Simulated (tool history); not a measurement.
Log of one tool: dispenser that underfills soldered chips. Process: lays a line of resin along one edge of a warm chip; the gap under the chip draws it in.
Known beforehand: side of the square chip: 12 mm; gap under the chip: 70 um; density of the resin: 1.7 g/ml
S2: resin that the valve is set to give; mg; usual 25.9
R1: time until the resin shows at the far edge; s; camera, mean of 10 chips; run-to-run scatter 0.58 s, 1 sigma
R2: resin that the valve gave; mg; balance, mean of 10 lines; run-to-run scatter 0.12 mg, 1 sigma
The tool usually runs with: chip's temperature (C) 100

run 1 hour=0 | chip's_temperature_(C)=100 S2=25.9 | R1=55.7 R2=24.14
run 2 hour=3.5 | chip's_temperature_(C)=100 S2=25.9 | R1=61.1 R2=24.19
run 3 hour=8.6 | chip's_temperature_(C)=100 S2=25.9 | R1=72.9 R2=23.92
-- hour=9.3 new syringe of resin
run 4 hour=14.7 | chip's_temperature_(C)=100 S2=23.1 | R1=63.1 R2=21.35
-- hour=21.5 new syringe of resin
run 5 hour=23.1 | chip's_temperature_(C)=100 S2=23.1 | R1=54.3 R2=21.31
run 6 hour=26.8 | chip's_temperature_(C)=100 S2=25.9 | R1=59.2 R2=23.63
run 7 hour=32.2 | chip's_temperature_(C)=100 S2=29.6 | R1=69.6 R2=27.03
-- hour=33.2 new syringe of resin
run 8 hour=37.9 | chip's_temperature_(C)=100 S2=24.5 | R1=59.4 R2=22.18
-- hour=45.1 new syringe of resin
run 9 hour=46.2 | chip's_temperature_(C)=100 S2=24.5 | R1=53.8 R2=22.18
run 10 hour=53.1 | chip's_temperature_(C)=100 S2=24.5 | R1=66.6 R2=22.24
-- hour=56.9 new syringe of resin
run 11 hour=58.3 | chip's_temperature_(C)=100 S2=24.5 | R1=54 R2=22.05
run 12 hour=64.4 | chip's_temperature_(C)=100 S2=24.5 | R1=66.7 R2=21.9
-- hour=68.6 new syringe of resin
run 13 hour=69.4 | chip's_temperature_(C)=108 S2=22.6 | R1=38 R2=20.29
run 14 hour=75.1 | chip's_temperature_(C)=103 S2=31.1 | R1=52.3 R2=27.81
-- hour=80.7 new syringe of resin
run 15 hour=80.8 | chip's_temperature_(C)=97 S2=24.6 | R1=60 R2=21.82
run 16 hour=85.3 | chip's_temperature_(C)=114 S2=27.6 | R1=31.4 R2=24.35
run 17 hour=90.5 | chip's_temperature_(C)=95 S2=30 | R1=86.1 R2=26.56
-- hour=92.9 new syringe of resin
run 18 hour=95.9 | chip's_temperature_(C)=100 S2=23.8 | R1=57 R2=20.77
run 19 hour=100.4 | chip's_temperature_(C)=93 S2=32.9 | R1=85.3 R2=28.8
-- hour=104.7 new syringe of resin
run 20 hour=108.2 | chip's_temperature_(C)=92 S2=32.7 | R1=78.7 R2=28.52
run 21 hour=114.4 | chip's_temperature_(C)=92 S2=32.7 | R1=97.5 R2=28.41
-- hour=116.7 new syringe of resin
-- hour=120.1 dispensing valve cleaned and set on the balance
run 22 hour=122.8 | chip's_temperature_(C)=101 S2=31.8 | R1=54.5 R2=32.03

How would selected steps in R1 from run to run divide? Give the signed amount a tool lacking its hidden state would still show from settings, what came in and random variation, and the signed amount left for the hidden state, including any gauge scatter that is not in both of the compared results.
What the log doesn't record here: resin's viscosity, % of fresh resin's; dose that the valve gives, % of what is set; true chip temperature over the reading, C; drift of the gauge itself on fill_s, %; drift of the gauge itself on given_mg, %.
Run 16 -> 17: chip's temperature (C) 114 -> 95, S2 27.6 -> 30. R1 +54.7 s: hidden state +19, all else +35.7.
Run 21 -> 22: chip's temperature (C) 92 -> 101, S2 32.7 -> 31.8, new syringe of resin, dispensing valve cleaned and set on the balance. R1 -43 s: hidden state -19.7, all else -23.3.
